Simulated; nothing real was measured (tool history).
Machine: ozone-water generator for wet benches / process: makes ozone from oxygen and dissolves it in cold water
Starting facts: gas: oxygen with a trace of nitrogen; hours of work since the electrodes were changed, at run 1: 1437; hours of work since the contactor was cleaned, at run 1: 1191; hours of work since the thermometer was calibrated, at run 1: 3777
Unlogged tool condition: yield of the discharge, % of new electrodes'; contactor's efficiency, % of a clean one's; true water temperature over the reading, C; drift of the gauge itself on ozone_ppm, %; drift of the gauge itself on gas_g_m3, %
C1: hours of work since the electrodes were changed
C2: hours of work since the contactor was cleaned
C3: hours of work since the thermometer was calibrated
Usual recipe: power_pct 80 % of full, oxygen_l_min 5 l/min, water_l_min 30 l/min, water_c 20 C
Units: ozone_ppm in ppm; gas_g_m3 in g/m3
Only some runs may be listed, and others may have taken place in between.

run 1 hour=0 | power_pct=80 oxygen_l_min=5 water_l_min=30 water_c=20 | C1=1437 C2=1191 C3=3777 | ozone_ppm=13.7 gas_g_m3=156.1
run 2 hour=50.5 | power_pct=80 oxygen_l_min=5 water_l_min=30 water_c=20 | C1=1475 C2=1228 C3=3814 | ozone_ppm=13.9 gas_g_m3=154.8
run 3 hour=72.8 | power_pct=80 oxygen_l_min=5 water_l_min=30 water_c=20 | C1=1491 C2=1245 C3=3831 | ozone_ppm=13.8 gas_g_m3=154.9
run 4 hour=121.6 | power_pct=80 oxygen_l_min=5 water_l_min=30 water_c=20 | C1=1527 C2=1281 C3=3867 | ozone_ppm=13.7 gas_g_m3=156.2
run 5 hour=170.8 | power_pct=80 oxygen_l_min=5 water_l_min=30 water_c=20 | C1=1563 C2=1317 C3=3903 | ozone_ppm=13.9 gas_g_m3=154.7
run 6 hour=194.6 | power_pct=80 oxygen_l_min=5 water_l_min=30 water_c=20 | C1=1581 C2=1334 C3=3921 | ozone_ppm=13.9 gas_g_m3=155.2
run 7 hour=225.1 | power_pct=80 oxygen_l_min=5 water_l_min=30 water_c=14 | C1=1603 C2=1357 C3=3943 | ozone_ppm=14.7 gas_g_m3=156
run 8 hour=256.1 | power_pct=80 oxygen_l_min=7.72 water_l_min=30 water_c=20 | C1=1626 C2=1380 C3=3966 | ozone_ppm=15.5 gas_g_m3=134.3
run 9 hour=283.4 | power_pct=80 oxygen_l_min=5 water_l_min=35 water_c=24 | C1=1646 C2=1400 C3=3986 | ozone_ppm=11.8 gas_g_m3=154.3
run 10 hour=306.5 | power_pct=84 oxygen_l_min=6.54 water_l_min=46 water_c=20 | C1=1663 C2=1417 C3=4003 | ozone_ppm=11 gas_g_m3=145
run 11 hour=336.5 | power_pct=84 oxygen_l_min=6.54 water_l_min=39 water_c=20 | C1=1685 C2=1439 C3=4025 | ozone_ppm=12.6 gas_g_m3=146
run 12 hour=386.9 | power_pct=73 oxygen_l_min=4.95 water_l_min=28 water_c=18 | C1=1722 C2=1476 C3=4062 | ozone_ppm=14.1 gas_g_m3=148.3
run 13 hour=415.5 | power_pct=73 oxygen_l_min=4.95 water_l_min=28 water_c=18 | C1=1743 C2=1497 C3=4083 | ozone_ppm=14.1 gas_g_m3=148.7
run 14 hour=445.7 | power_pct=73 oxygen_l_min=4.95 water_l_min=28 water_c=18 | C1=1766 C2=1519 C3=4106 | ozone_ppm=13.9 gas_g_m3=148.2
run 15 hour=477.7 | power_pct=73 oxygen_l_min=4.95 water_l_min=28 water_c=18 | C1=1789 C2=1543 C3=4129 | ozone_ppm=14.1 gas_g_m3=149

Consider 4 possible next runs. They are alternatives, not a sequence: every one starts from the tool as it was left by run 15. What does each give?
run A hour=517.8 | power_pct=61 oxygen_l_min=4.95 water_l_min=28 water_c=18 | C1=1819 C2=1572 C3=4159 | ozone_ppm=? gas_g_m3=?
run B hour=517.8 | power_pct=43 oxygen_l_min=7.71 water_l_min=28 water_c=15 | C1=1819 C2=1572 C3=4159 | ozone_ppm=? gas_g_m3=?
run C hour=517.8 | power_pct=88 oxygen_l_min=2.76 water_l_min=28 water_c=21 | C1=1819 C2=1572 C3=4159 | ozone_ppm=? gas_g_m3=?
run D hour=517.8 | power_pct=93 oxygen_l_min=5 water_l_min=28 water_c=23 | C1=1819 C2=1572 C3=4159 | ozone_ppm=? gas_g_m3=?

run=A ozone_ppm=12.9 gas_g_m3=135.3
run=B ozone_ppm=12.1 gas_g_m3=95.7
run=C ozone_ppm=12.3 gas_g_m3=200.8
run=D ozone_ppm=15.1 gas_g_m3=169
Had the tool no hidden state, the same runs would have come out as:
run=A ozone_ppm=12.9 gas_g_m3=135.4
run=B ozone_ppm=12.1 gas_g_m3=95.7
run=C ozone_ppm=12.3 gas_g_m3=200.9
run=D ozone_ppm=15.1 gas_g_m3=169.1

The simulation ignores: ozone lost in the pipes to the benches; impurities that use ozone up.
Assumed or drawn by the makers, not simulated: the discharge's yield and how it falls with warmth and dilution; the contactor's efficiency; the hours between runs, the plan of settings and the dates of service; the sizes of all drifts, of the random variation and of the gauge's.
